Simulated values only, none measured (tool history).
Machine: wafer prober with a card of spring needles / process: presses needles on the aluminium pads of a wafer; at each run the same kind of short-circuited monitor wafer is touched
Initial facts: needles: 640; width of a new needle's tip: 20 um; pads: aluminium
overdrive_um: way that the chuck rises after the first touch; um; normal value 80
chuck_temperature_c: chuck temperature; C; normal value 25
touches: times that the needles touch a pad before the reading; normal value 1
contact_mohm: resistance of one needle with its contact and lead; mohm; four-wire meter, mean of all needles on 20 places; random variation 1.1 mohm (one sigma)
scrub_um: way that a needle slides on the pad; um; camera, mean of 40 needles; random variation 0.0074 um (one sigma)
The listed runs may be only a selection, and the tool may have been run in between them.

run 1 hour=0 | overdrive_um=80 chuck_temperature_c=25 touches=1 | contact_mohm=214 scrub_um=19.708
-- hour=14.9 tips cleaned on abrasive film
-- hour=33.6 tips cleaned on abrasive film
run 2 hour=39.6 | overdrive_um=90 chuck_temperature_c=25 touches=1 | contact_mohm=222 scrub_um=22.171
-- hour=50.8 tips cleaned on abrasive film
-- hour=65.7 tips cleaned on abrasive film
-- hour=80.7 tips cleaned on abrasive film
run 3 hour=81.5 | overdrive_um=80 chuck_temperature_c=25 touches=2 | contact_mohm=214 scrub_um=19.662
-- hour=96.4 tips cleaned on abrasive film
-- hour=115.1 tips cleaned on abrasive film
-- hour=133.7 tips cleaned on abrasive film
-- hour=152.3 tips cleaned on abrasive film
run 4 hour=164.6 | overdrive_um=80 chuck_temperature_c=25 touches=1 | contact_mohm=229 scrub_um=19.621
-- hour=168.4 tips cleaned on abrasive film
-- hour=187 tips cleaned on abrasive film
-- hour=205.7 tips cleaned on abrasive film
-- hour=213.4 height of the first contact set anew
run 5 hour=218.7 | overdrive_um=80 chuck_temperature_c=25 touches=1 | contact_mohm=227 scrub_um=19.544
-- hour=222.6 tips cleaned on abrasive film
-- hour=237.5 tips cleaned on abrasive film
-- hour=252.4 tips cleaned on abrasive film
run 6 hour=264.1 | overdrive_um=80 chuck_temperature_c=25 touches=2 | contact_mohm=221 scrub_um=19.503
-- hour=267.9 tips cleaned on abrasive film
-- hour=282.8 tips cleaned on abrasive film
-- hour=301.4 tips cleaned on abrasive film
-- hour=316.4 tips cleaned on abrasive film
-- hour=331.3 tips cleaned on abrasive film
-- hour=349.9 tips cleaned on abrasive film
run 7 hour=353 | overdrive_um=80 chuck_temperature_c=25 touches=2 | contact_mohm=217 scrub_um=19.446
-- hour=367.9 tips cleaned on abrasive film
-- hour=382.8 tips cleaned on abrasive film
-- hour=397.7 tips cleaned on abrasive film
run 8 hour=407.2 | overdrive_um=80 chuck_temperature_c=25 touches=2 | contact_mohm=223 scrub_um=19.404
-- hour=414.7 tips cleaned on abrasive film
-- hour=433.3 tips cleaned on abrasive film
-- hour=448.3 tips cleaned on abrasive film
-- hour=448.6 height of the first contact set anew
-- hour=463.5 tips cleaned on abrasive film
run 9 hour=465.3 | overdrive_um=80 chuck_temperature_c=25 touches=2 | contact_mohm=215 scrub_um=19.728
-- hour=480.2 tips cleaned on abrasive film
-- hour=498.9 tips cleaned on abrasive film
-- hour=513.8 tips cleaned on abrasive film
-- hour=532.4 tips cleaned on abrasive film
-- hour=551 tips cleaned on abrasive film
run 10 hour=551 | overdrive_um=80 chuck_temperature_c=25 touches=2 | contact_mohm=214 scrub_um=19.663
-- hour=555 height of the first contact set anew, once more
-- hour=570 tips cleaned on abrasive film
-- hour=584.9 tips cleaned on abrasive film
-- hour=603.5 tips cleaned on abrasive film
run 11 hour=618 | overdrive_um=80 chuck_temperature_c=25 touches=2 | contact_mohm=224 scrub_um=19.71
-- hour=621.9 tips cleaned on abrasive film
-- hour=636.8 tips cleaned on abrasive film
-- hour=651.7 tips cleaned on abrasive film
-- hour=670.3 tips cleaned on abrasive film
run 12 hour=685 | overdrive_um=74 chuck_temperature_c=25 touches=1 | contact_mohm=232 scrub_um=18.18
-- hour=688.8 tips cleaned on abrasive film
-- hour=703.7 tips cleaned on abrasive film
-- hour=718.6 tips cleaned on abrasive film
-- hour=737.2 tips cleaned on abrasive film
-- hour=752.2 tips cleaned on abrasive film
run 13 hour=766.6 | overdrive_um=91 chuck_temperature_c=36 touches=2 | contact_mohm=224 scrub_um=22.306
-- hour=770.4 tips cleaned on abrasive film
-- hour=789.1 tips cleaned on abrasive film
-- hour=789.4 height of the first contact set anew
-- hour=804.3 tips cleaned on abrasive film
-- hour=822.9 tips cleaned on abrasive film
-- hour=841.6 tips cleaned on abrasive film
run 14 hour=850.9 | overdrive_um=91 chuck_temperature_c=36 touches=2 | contact_mohm=222 scrub_um=22.424
-- hour=858.4 tips cleaned on abrasive film
-- hour=877 tips cleaned on abrasive film
-- hour=892 tips cleaned on abrasive film
-- hour=910.6 tips cleaned on abrasive film
-- hour=929.2 tips cleaned on abrasive film
-- hour=944.2 tips cleaned on abrasive film
run 15 hour=945.6 | overdrive_um=80 chuck_temperature_c=25 touches=1 | contact_mohm=218 scrub_um=19.631
-- hour=960.5 tips cleaned on abrasive film
-- hour=975.4 tips cleaned on abrasive film
-- hour=990.3 tips cleaned on abrasive film
-- hour=1009 tips cleaned on abrasive film
-- hour=1023.9 tips cleaned on abrasive film
-- hour=1024.2 height of the first contact set anew
run 16 hour=1030.4 | overdrive_um=70 chuck_temperature_c=25 touches=1 | contact_mohm=225 scrub_um=17.26
-- hour=1041.7 tips cleaned on abrasive film
-- hour=1060.3 tips cleaned on abrasive film
-- hour=1075.2 tips cleaned on abrasive film
run 17 hour=1080.9 | overdrive_um=83 chuck_temperature_c=25 touches=3 | contact_mohm=217 scrub_um=20.44
-- hour=1092.2 tips cleaned on abrasive film
-- hour=1107.1 tips cleaned on abrasive film
run 18 hour=1120.8 | overdrive_um=90 chuck_temperature_c=25 touches=2 | contact_mohm=220 scrub_um=22.132
-- hour=1124.6 tips cleaned on abrasive film
-- hour=1139.6 tips cleaned on abrasive film
-- hour=1158.2 tips cleaned on abrasive film
-- hour=1176.8 tips cleaned on abrasive film
-- hour=1195.5 tips cleaned on abrasive film
run 19 hour=1201.3 | overdrive_um=90 chuck_temperature_c=25 touches=2 | contact_mohm=218 scrub_um=22.088
-- hour=1212.5 tips cleaned on abrasive film
-- hour=1231.1 tips cleaned on abrasive film
-- hour=1246 tips cleaned on abrasive film
run 20 hour=1253.8 | overdrive_um=90 chuck_temperature_c=25 touches=2 | contact_mohm=218 scrub_um=22.064

Here are 4 independent what-if runs from the current tool condition. What would each one return?
-- hour=1257.8 height of the first contact set anew
-- hour=1261.6 tips cleaned on abrasive film
-- hour=1276.5 tips cleaned on abrasive film
-- hour=1291.5 tips cleaned on abrasive film
-- hour=1306.4 tips cleaned on abrasive film
run A hour=1312.7 | overdrive_um=80 chuck_temperature_c=25 touches=2 | contact_mohm=? scrub_um=?
-- hour=1257.8 height of the first contact set anew
-- hour=1261.6 tips cleaned on abrasive film
-- hour=1276.5 tips cleaned on abrasive film
-- hour=1291.5 tips cleaned on abrasive film
-- hour=1306.4 tips cleaned on abrasive film
run B hour=1312.7 | overdrive_um=80 chuck_temperature_c=25 touches=3 | contact_mohm=? scrub_um=?
-- hour=1257.8 height of the first contact set anew
-- hour=1261.6 tips cleaned on abrasive film
-- hour=1276.5 tips cleaned on abrasive film
-- hour=1291.5 tips cleaned on abrasive film
-- hour=1306.4 tips cleaned on abrasive film
run C hour=1312.7 | overdrive_um=85 chuck_temperature_c=25 touches=2 | contact_mohm=? scrub_um=?
-- hour=1257.8 height of the first contact set anew
-- hour=1261.6 tips cleaned on abrasive film
-- hour=1276.5 tips cleaned on abrasive film
-- hour=1291.5 tips cleaned on abrasive film
-- hour=1306.4 tips cleaned on abrasive film
run D hour=1312.7 | overdrive_um=92 chuck_temperature_c=29 touches=1 | contact_mohm=? scrub_um=?

run=A contact_mohm=221 scrub_um=19.661
run=B contact_mohm=218 scrub_um=19.672
run=C contact_mohm=219 scrub_um=20.906
run=D contact_mohm=221 scrub_um=22.642
With no hidden state in the tool, these same runs would have given:
run=A contact_mohm=214 scrub_um=19.712
run=B contact_mohm=213 scrub_um=19.723
run=C contact_mohm=213 scrub_um=20.957
run=D contact_mohm=212 scrub_um=22.693

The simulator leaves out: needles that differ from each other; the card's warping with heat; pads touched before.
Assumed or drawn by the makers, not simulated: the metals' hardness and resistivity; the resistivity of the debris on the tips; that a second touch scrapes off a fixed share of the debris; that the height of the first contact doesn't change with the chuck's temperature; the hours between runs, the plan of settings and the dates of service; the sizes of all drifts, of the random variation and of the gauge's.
